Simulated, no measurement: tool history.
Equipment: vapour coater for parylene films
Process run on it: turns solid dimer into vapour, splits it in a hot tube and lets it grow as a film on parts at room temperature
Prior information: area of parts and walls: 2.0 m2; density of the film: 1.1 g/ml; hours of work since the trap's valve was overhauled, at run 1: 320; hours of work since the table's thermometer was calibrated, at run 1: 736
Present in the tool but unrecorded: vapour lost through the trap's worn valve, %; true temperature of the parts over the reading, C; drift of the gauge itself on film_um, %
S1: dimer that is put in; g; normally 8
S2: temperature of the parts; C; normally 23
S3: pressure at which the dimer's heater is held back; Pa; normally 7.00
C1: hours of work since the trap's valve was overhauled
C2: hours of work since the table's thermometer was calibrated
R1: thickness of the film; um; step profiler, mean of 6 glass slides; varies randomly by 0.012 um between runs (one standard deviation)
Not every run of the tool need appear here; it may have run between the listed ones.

run,day,S1,S2,S3,C1,C2,R1
1,0.000,8,23,7.00,320,736,1.89
2,1.000,8,23,7.00,339,755,1.85
3,1.646,8,23,7.00,351,767,1.85
4,2.346,8,23,7.00,364,780,1.88
5,3.462,8,23,7.00,385,801,1.87
6,4.225,8,23,7.00,399,815,1.88
7,4.862,8,23,7.00,411,827,1.88
8,5.621,8,23,7.00,425,842,1.86
9,6.725,8,26,7.00,446,862,1.71
10,7.296,8,26,7.00,457,873,1.72
11,8.204,8,26,7.00,474,890,1.72
12,9.012,8,26,7.00,489,905,1.70
13,9.800,8,26,7.00,504,920,1.69
14,10.667,8,26,10.72,520,936,1.69
15,11.500,8,16,7.00,536,952,2.35
16,12.233,12,23,7.00,549,966,2.79
17,13.008,12,23,7.00,564,980,2.80
18,14.196,8,23,7.00,586,1002,1.87
19,15.379,8,23,7.00,608,1025,1.88
20,16.288,8,23,2.22,626,1042,1.99
21,16.825,8,25,7.00,636,1052,1.75
# day 18.088: trap's valve overhauled
22,18.129,8,25,7.00,1,1073,1.80
23,19.317,9,34,7.00,23,1095,1.50
24,20.454,6,33,7.00,44,1117,1.04
25,21.304,10,25,8.86,60,1133,2.18
26,22.417,3,23,10.14,81,1153,0.69
27,23.375,3,23,10.14,99,1171,0.68
28,24.325,3,23,10.14,117,1189,0.70
29,25.138,3,23,10.14,132,1204,0.68
30,26.138,3,23,10.14,151,1223,0.71
31,26.796,8,20,2.52,163,1236,2.17
32,27.792,8,20,2.52,182,1254,2.19
33,28.962,4,30,3.03,204,1276,0.78
34,30.008,8,25,7.88,224,1296,1.73
35,31.042,13,15,7.08,243,1315,3.92
36,32.133,13,15,7.08,263,1336,3.88
37,33.138,13,15,7.08,282,1354,3.90
38,33.812,3,23,11.86,295,1367,0.68
39,34.588,8,23,2.45,309,1382,1.95

Each row is a separate what-if for the run after 39, all from the same tool condition, not one after another. Results?
A,35.717,4,16,8.89,331,1403,?
B,35.717,13,23,2.45,331,1403,?
C,35.717,4,28,2.45,331,1403,?

run,R1
A,1.16
B,3.21
C,0.86
The same runs, with their run-to-run variation unchanged, on a tool lacking any hidden condition would have given:
run,R1
A,1.16
B,3.21
C,0.86
